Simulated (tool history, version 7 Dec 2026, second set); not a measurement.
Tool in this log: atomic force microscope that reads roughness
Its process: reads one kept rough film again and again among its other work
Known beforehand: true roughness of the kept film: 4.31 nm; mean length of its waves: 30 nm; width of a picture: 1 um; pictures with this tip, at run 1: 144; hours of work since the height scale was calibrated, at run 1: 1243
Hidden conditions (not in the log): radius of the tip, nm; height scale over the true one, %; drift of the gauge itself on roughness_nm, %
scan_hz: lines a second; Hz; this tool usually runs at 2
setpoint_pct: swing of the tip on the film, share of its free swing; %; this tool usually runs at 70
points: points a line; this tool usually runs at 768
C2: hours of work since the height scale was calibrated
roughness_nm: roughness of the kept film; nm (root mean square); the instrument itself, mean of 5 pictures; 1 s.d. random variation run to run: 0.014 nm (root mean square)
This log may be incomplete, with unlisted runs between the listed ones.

run 1 day=0 | scan_hz=2 setpoint_pct=70 points=768 | pictures_with_this_tip=144 C2=1243 | roughness_nm=3.038
run 2 day=2.254 | scan_hz=2 setpoint_pct=70 points=768 | pictures_with_this_tip=243 C2=1275 | roughness_nm=2.851
-- day=3.392 new tip fitted
run 3 day=4.271 | scan_hz=2 setpoint_pct=70 points=768 | pictures_with_this_tip=38 C2=1303 | roughness_nm=3.362
run 4 day=6.721 | scan_hz=2 setpoint_pct=59 points=768 | pictures_with_this_tip=146 C2=1338 | roughness_nm=3.155
run 5 day=8.754 | scan_hz=2 setpoint_pct=70 points=357 | pictures_with_this_tip=235 C2=1367 | roughness_nm=2.842
-- day=9.967 new tip fitted
run 6 day=12.175 | scan_hz=2 setpoint_pct=70 points=357 | pictures_with_this_tip=97 C2=1415 | roughness_nm=3.164
run 7 day=13.7 | scan_hz=2 setpoint_pct=70 points=768 | pictures_with_this_tip=164 C2=1437 | roughness_nm=3.033
run 8 day=16.142 | scan_hz=2 setpoint_pct=70 points=768 | pictures_with_this_tip=272 C2=1472 | roughness_nm=2.79
-- day=16.683 new tip fitted
run 9 day=19.542 | scan_hz=2 setpoint_pct=70 points=635 | pictures_with_this_tip=125 C2=1520 | roughness_nm=3.064
run 10 day=20.992 | scan_hz=2 setpoint_pct=70 points=635 | pictures_with_this_tip=189 C2=1540 | roughness_nm=2.968
-- day=23.275 new tip fitted
run 11 day=23.812 | scan_hz=1.57 setpoint_pct=70 points=768 | pictures_with_this_tip=23 C2=1580 | roughness_nm=3.395
run 12 day=25.55 | scan_hz=1.57 setpoint_pct=70 points=768 | pictures_with_this_tip=100 C2=1605 | roughness_nm=3.209
run 13 day=27.617 | scan_hz=1.57 setpoint_pct=70 points=768 | pictures_with_this_tip=191 C2=1634 | roughness_nm=2.977
-- day=29.888 new tip fitted
run 14 day=31.012 | scan_hz=1.57 setpoint_pct=70 points=768 | pictures_with_this_tip=49 C2=1682 | roughness_nm=3.356
run 15 day=32.646 | scan_hz=1.57 setpoint_pct=70 points=768 | pictures_with_this_tip=121 C2=1705 | roughness_nm=3.189
run 16 day=35.342 | scan_hz=1.57 setpoint_pct=70 points=768 | pictures_with_this_tip=240 C2=1744 | roughness_nm=2.913
-- day=36.517 new tip fitted
run 17 day=37.233 | scan_hz=1.57 setpoint_pct=70 points=768 | pictures_with_this_tip=32 C2=1770 | roughness_nm=3.406
run 18 day=40.467 | scan_hz=2 setpoint_pct=70 points=768 | pictures_with_this_tip=174 C2=1816 | roughness_nm=3.005
-- day=43.317 new tip fitted
run 19 day=43.65 | scan_hz=2 setpoint_pct=70 points=768 | pictures_with_this_tip=15 C2=1861 | roughness_nm=3.394
run 20 day=46.7 | scan_hz=2 setpoint_pct=70 points=768 | pictures_with_this_tip=149 C2=1904 | roughness_nm=3.056
run 21 day=48.271 | scan_hz=2 setpoint_pct=70 points=768 | pictures_with_this_tip=218 C2=1927 | roughness_nm=2.886
-- day=50.054 new tip fitted
run 22 day=50.325 | scan_hz=2 setpoint_pct=70 points=768 | pictures_with_this_tip=12 C2=1956 | roughness_nm=3.414
run 23 day=53.617 | scan_hz=1.08 setpoint_pct=70 points=768 | pictures_with_this_tip=157 C2=2002 | roughness_nm=3.177
run 24 day=55.146 | scan_hz=1.08 setpoint_pct=70 points=768 | pictures_with_this_tip=224 C2=2024 | roughness_nm=3.04
-- day=56.667 new tip fitted
run 25 day=58.521 | scan_hz=2.86 setpoint_pct=70 points=768 | pictures_with_this_tip=82 C2=2072 | roughness_nm=3.154
run 26 day=60.921 | scan_hz=2 setpoint_pct=70 points=768 | pictures_with_this_tip=187 C2=2106 | roughness_nm=2.957
-- day=63.417 new tip fitted
run 27 day=63.417 | scan_hz=3.24 setpoint_pct=70 points=768 | pictures_with_this_tip=0 C2=2141 | roughness_nm=3.342
run 28 day=65.158 | scan_hz=3.24 setpoint_pct=60 points=768 | pictures_with_this_tip=77 C2=2166 | roughness_nm=3.253
run 29 day=66.783 | scan_hz=3.24 setpoint_pct=60 points=768 | pictures_with_this_tip=148 C2=2189 | roughness_nm=3.066
run 30 day=69.146 | scan_hz=1.67 setpoint_pct=68 points=319 | pictures_with_this_tip=252 C2=2223 | roughness_nm=2.842
-- day=70.121 new tip fitted
run 31 day=71.583 | scan_hz=2 setpoint_pct=75 points=768 | pictures_with_this_tip=65 C2=2257 | roughness_nm=3.22
run 32 day=74.292 | scan_hz=2 setpoint_pct=62 points=726 | pictures_with_this_tip=184 C2=2295 | roughness_nm=3.041
run 33 day=76.138 | scan_hz=2 setpoint_pct=72 points=322 | pictures_with_this_tip=265 C2=2322 | roughness_nm=2.783
-- day=76.7 new tip fitted
run 34 day=77.525 | scan_hz=0.78 setpoint_pct=66 points=986 | pictures_with_this_tip=36 C2=2341 | roughness_nm=3.47
run 35 day=79.408 | scan_hz=1.57 setpoint_pct=90 points=986 | pictures_with_this_tip=119 C2=2368 | roughness_nm=2.949
run 36 day=82.5 | scan_hz=1.57 setpoint_pct=90 points=986 | pictures_with_this_tip=255 C2=2412 | roughness_nm=2.661
-- day=83.288 new tip fitted
run 37 day=84.767 | scan_hz=1.83 setpoint_pct=76 points=899 | pictures_with_this_tip=66 C2=2444 | roughness_nm=3.226
run 38 day=86.158 | scan_hz=0.87 setpoint_pct=80 points=899 | pictures_with_this_tip=127 C2=2464 | roughness_nm=3.181
run 39 day=88.671 | scan_hz=1.29 setpoint_pct=77 points=267 | pictures_with_this_tip=237 C2=2499 | roughness_nm=2.86
-- day=89.896 new tip fitted
run 40 day=91.304 | scan_hz=2 setpoint_pct=70 points=305 | pictures_with_this_tip=62 C2=2536 | roughness_nm=3.255
run 41 day=94.133 | scan_hz=2.11 setpoint_pct=85 points=755 | pictures_with_this_tip=187 C2=2577 | roughness_nm=2.79
-- day=96.45 new tip fitted
run 42 day=97.308 | scan_hz=1.33 setpoint_pct=75 points=611 | pictures_with_this_tip=38 C2=2621 | roughness_nm=3.372
-- day=97.821 height scale calibrated on a step standard
run 43 day=99.933 | scan_hz=1.33 setpoint_pct=75 points=611 | pictures_with_this_tip=151 C2=30 | roughness_nm=3.017
run 44 day=101.742 | scan_hz=3.41 setpoint_pct=70 points=391 | pictures_with_this_tip=231 C2=56 | roughness_nm=2.7
-- day=103.058 new tip fitted
run 45 day=104.492 | scan_hz=1.03 setpoint_pct=71 points=768 | pictures_with_this_tip=63 C2=95 | roughness_nm=3.326
run 46 day=106.167 | scan_hz=3.37 setpoint_pct=68 points=768 | pictures_with_this_tip=136 C2=118 | roughness_nm=2.966
run 47 day=107.567 | scan_hz=3.37 setpoint_pct=68 points=768 | pictures_with_this_tip=198 C2=138 | roughness_nm=2.863
-- day=109.762 new tip fitted
run 48 day=110.146 | scan_hz=3.37 setpoint_pct=68 points=361 | pictures_with_this_tip=17 C2=175 | roughness_nm=3.212
run 49 day=113.229 | scan_hz=0.56 setpoint_pct=86 points=768 | pictures_with_this_tip=152 C2=218 | roughness_nm=3.096
run 50 day=115.396 | scan_hz=0.89 setpoint_pct=70 points=489 | pictures_with_this_tip=248 C2=249 | roughness_nm=2.871
-- day=116.392 new tip fitted
run 51 day=117.108 | scan_hz=0.89 setpoint_pct=70 points=489 | pictures_with_this_tip=31 C2=273 | roughness_nm=3.424
run 52 day=119.504 | scan_hz=0.86 setpoint_pct=78 points=323 | pictures_with_this_tip=136 C2=307 | roughness_nm=3.061

Branching from run 52: 3 alternative next runs. What would each branch give?
run A day=122.004 | scan_hz=0.59 setpoint_pct=70 points=768 | pictures_with_this_tip=246 C2=343 | roughness_nm=?
run B day=122.004 | scan_hz=1.09 setpoint_pct=59 points=489 | pictures_with_this_tip=246 C2=343 | roughness_nm=?
run C day=122.004 | scan_hz=1.99 setpoint_pct=73 points=768 | pictures_with_this_tip=246 C2=343 | roughness_nm=?

run=A roughness_nm=2.929
run=B roughness_nm=2.951
run=C roughness_nm=2.779
Stripped of hidden state, with their random variation kept, the same runs would have yielded:
run=A roughness_nm=3.548
run=B roughness_nm=3.574
run=C roughness_nm=3.366
